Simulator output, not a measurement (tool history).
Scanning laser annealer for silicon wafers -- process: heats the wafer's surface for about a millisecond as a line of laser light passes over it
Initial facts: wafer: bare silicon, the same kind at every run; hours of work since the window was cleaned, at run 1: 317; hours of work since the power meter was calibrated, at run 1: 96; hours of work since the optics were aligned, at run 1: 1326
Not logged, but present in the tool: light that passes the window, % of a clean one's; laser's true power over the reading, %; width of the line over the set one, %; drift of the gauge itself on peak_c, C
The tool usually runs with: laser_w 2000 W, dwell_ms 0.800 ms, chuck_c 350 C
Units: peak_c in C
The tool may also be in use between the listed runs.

run   hour  laser_w  dwell_ms  chuck_c  hours of work since the window was cleaned  hours of work since the power meter was calibrated  hours of work since the optics were aligned  peak_c
  1    0.0     2000     0.800      350                                         317                                                  96                                         1326    1045
  2    8.2     2000     0.800      350                                         322                                                 101                                         1331    1046
  3   15.1     2079     0.800      350                                         327                                                 105                                         1335    1073
  4   22.9     2079     0.800      350                                         331                                                 110                                         1339    1072
  5   31.9     2000     0.800      350                                         337                                                 115                                         1345    1044
  6   36.8     2000     0.800      350                                         340                                                 118                                         1348    1041
  7   45.0     2000     0.800      350                                         345                                                 123                                         1353    1044
  8   51.5     1868     0.800      350                                         348                                                 127                                         1357     997
  9   57.5     1868     0.800      350                                         352                                                 131                                         1360     996
 10   65.7     1951     0.800      350                                         357                                                 136                                         1365    1021
 11   75.5     1951     0.800      350                                         363                                                 142                                         1371    1024
 12   80.9     1951     0.800      350                                         366                                                 145                                         1374    1022
 13   87.5     1951     0.800      350                                         370                                                 149                                         1378    1020
 14   93.0     1951     0.800      350                                         373                                                 152                                         1382    1019
 15  103.2     1951     0.800      350                                         380                                                 158                                         1388    1021
 16  113.0     1951     0.800      350                                         386                                                 164                                         1394    1019
 17  122.3     1951     0.800      350                                         391                                                 170                                         1399    1021
 18  130.9     1951     0.800      350                                         396                                                 175                                         1404    1023
 19  140.1     1951     0.800      350                                         402                                                 180                                         1410    1022
 20  145.1     1951     0.800      350                                         405                                                 183                                         1413    1024
 21  153.2     1951     0.643      361                                         410                                                 188                                         1418     968
 22  159.8     2000     0.885      351                                         414                                                 192                                         1422    1069
 23  168.7     2161     0.705      313                                         419                                                 198                                         1427    1016
 24  174.5     1963     0.917      324                                         423                                                 201                                         1431    1042
 25  183.4     1884     0.644      323                                         428                                                 207                                         1436     909
 26  193.9     1884     0.644      323                                         434                                                 213                                         1442     908
 27  200.1     2193     0.800      328                                         438                                                 217                                         1446    1084
 28  206.8     2000     0.562      356                                         442                                                 221                                         1450     945
 29  216.1     2000     0.562      356                                         448                                                 226                                         1456     940
 30  227.3     2098     0.800      323                                         454                                                 233                                         1463    1044
 31  237.4     2000     0.945      350                                         460                                                 239                                         1469    1088
 32  248.8     1831     0.800      373                                         467                                                 246                                         1475     995
 33  255.0     1981     0.810      340                                         471                                                 250                                         1479    1021
 34  266.5     2005     0.596      319                                         478                                                 257                                         1486     921
 35  273.4     2005     0.596      319                                         482                                                 261                                         1490     920
 36  283.0     2005     0.596      319                                         488                                                 266                                         1496     924
 37  293.6     2005     0.596      319                                         494                                                 273                                         1502     920
 38  300.8     1752     0.609      350                                         499                                                 277                                         1507     879

Predict each of these 4 candidate next runs independently; none follows another, all start after run 38:
  A  311.4     2026     0.563      363                                         505                                                 284                                         1513       ?
  B  311.4     1945     0.750      323                                         505                                                 284                                         1513       ?
  C  311.4     2079     0.949      345                                         505                                                 284                                         1513       ?
  D  311.4     1752     0.713      350                                         505                                                 284                                         1513       ?

run  peak_c
  A     956
  B     969
  C    1113
  D     914
Take away the tool's hidden state, keep each run's random variation, and the runs would have read:
run  peak_c
  A     990
  B    1005
  C    1156
  D     946
